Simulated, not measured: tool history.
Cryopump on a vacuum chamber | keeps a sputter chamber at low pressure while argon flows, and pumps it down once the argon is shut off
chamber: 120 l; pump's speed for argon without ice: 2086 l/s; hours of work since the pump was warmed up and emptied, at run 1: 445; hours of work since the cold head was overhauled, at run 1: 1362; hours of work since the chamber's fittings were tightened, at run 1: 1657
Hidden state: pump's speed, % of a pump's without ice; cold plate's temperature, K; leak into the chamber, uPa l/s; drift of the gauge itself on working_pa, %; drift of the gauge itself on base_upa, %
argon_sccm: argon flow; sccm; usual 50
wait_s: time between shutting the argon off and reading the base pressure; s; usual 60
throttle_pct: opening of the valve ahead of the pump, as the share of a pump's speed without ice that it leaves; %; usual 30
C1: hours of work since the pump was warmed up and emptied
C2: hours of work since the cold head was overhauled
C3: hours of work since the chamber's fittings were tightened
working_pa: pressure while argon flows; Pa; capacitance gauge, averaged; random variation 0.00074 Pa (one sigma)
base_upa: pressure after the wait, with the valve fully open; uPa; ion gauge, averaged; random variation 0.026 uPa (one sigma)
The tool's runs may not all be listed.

run 1 hour=0.0 | argon_sccm=50 wait_s=60 throttle_pct=30 | C1=445 C2=1362 C3=1657 | working_pa=0.1426 base_upa=2.01
run 2 hour=64.5 | argon_sccm=50 wait_s=60 throttle_pct=30 | C1=472 C2=1388 C3=1683 | working_pa=0.1433 base_upa=2.03
run 3 hour=130.9 | argon_sccm=50 wait_s=60 throttle_pct=30 | C1=498 C2=1415 C3=1710 | working_pa=0.1441 base_upa=2.07
run 4 hour=215.3 | argon_sccm=50 wait_s=60 throttle_pct=30 | C1=532 C2=1449 C3=1744 | working_pa=0.1427 base_upa=2.13
run 5 hour=286.7 | argon_sccm=50 wait_s=60 throttle_pct=30 | C1=561 C2=1478 C3=1773 | working_pa=0.1457 base_upa=2.12
run 6 hour=347.3 | argon_sccm=50 wait_s=60 throttle_pct=30 | C1=586 C2=1502 C3=1797 | working_pa=0.1463 base_upa=2.04
run 7 hour=404.1 | argon_sccm=50 wait_s=60 throttle_pct=30 | C1=609 C2=1525 C3=1820 | working_pa=0.1449 base_upa=2.19
run 8 hour=445.0 | argon_sccm=50 wait_s=60 throttle_pct=30 | C1=625 C2=1542 C3=1837 | working_pa=0.1455 base_upa=2.18
run 9 hour=483.6 | argon_sccm=50 wait_s=60 throttle_pct=30 | C1=641 C2=1557 C3=1852 | working_pa=0.1460 base_upa=2.18
run 10 hour=554.4 | argon_sccm=50 wait_s=60 throttle_pct=30 | C1=670 C2=1586 C3=1881 | working_pa=0.1469 base_upa=2.22
run 11 hour=633.6 | argon_sccm=50 wait_s=60 throttle_pct=30 | C1=702 C2=1618 C3=1913 | working_pa=0.1475 base_upa=2.30
run 12 hour=688.4 | argon_sccm=50 wait_s=60 throttle_pct=16 | C1=724 C2=1640 C3=1935 | working_pa=0.2670 base_upa=2.24
run 13 hour=764.2 | argon_sccm=50 wait_s=60 throttle_pct=16 | C1=754 C2=1671 C3=1966 | working_pa=0.2683 base_upa=2.32
run 14 hour=806.1 | argon_sccm=50 wait_s=60 throttle_pct=16 | C1=771 C2=1688 C3=1983 | working_pa=0.2669 base_upa=2.37
run 15 hour=862.8 | argon_sccm=50 wait_s=60 throttle_pct=21 | C1=794 C2=1711 C3=2006 | working_pa=0.2074 base_upa=2.40
run 16 hour=928.0 | argon_sccm=82 wait_s=60 throttle_pct=30 | C1=821 C2=1737 C3=2032 | working_pa=0.2464 base_upa=2.39
run 17 hour=1000.8 | argon_sccm=50 wait_s=60 throttle_pct=30 | C1=850 C2=1767 C3=2061 | working_pa=0.1514 base_upa=2.52
-- hour=1053.2 pump warmed up, emptied and cooled again
run 18 hour=1070.3 | argon_sccm=50 wait_s=60 throttle_pct=30 | C1=7 C2=1793 C3=2087 | working_pa=0.1355 base_upa=2.03
run 19 hour=1104.7 | argon_sccm=50 wait_s=60 throttle_pct=30 | C1=21 C2=1806 C3=2101 | working_pa=0.1359 base_upa=2.11
run 20 hour=1175.9 | argon_sccm=50 wait_s=60 throttle_pct=30 | C1=50 C2=1835 C3=2130 | working_pa=0.1368 base_upa=2.14
run 21 hour=1234.4 | argon_sccm=54 wait_s=32 throttle_pct=30 | C1=73 C2=1859 C3=2154 | working_pa=0.1481 base_upa=3.01
run 22 hour=1310.9 | argon_sccm=54 wait_s=61 throttle_pct=30 | C1=104 C2=1890 C3=2185 | working_pa=0.1489 base_upa=2.13
run 23 hour=1354.7 | argon_sccm=54 wait_s=267 throttle_pct=30 | C1=122 C2=1908 C3=2202 | working_pa=0.1483 base_upa=1.39
run 24 hour=1398.2 | argon_sccm=27 wait_s=80 throttle_pct=53 | C1=139 C2=1925 C3=2220 | working_pa=0.0424 base_upa=1.91

The next listed run, before its measurement:
run 25 hour=1470.6 | argon_sccm=35 wait_s=161 throttle_pct=18 | C1=169 C2=1954 C3=2249 | working_pa=? base_upa=?

working_pa: 0.1593 Pa
base_upa: 1.56 uPa
Without the tool's hidden state the same run would have given working_pa 0.1569 Pa, base_upa 0.49 uPa.
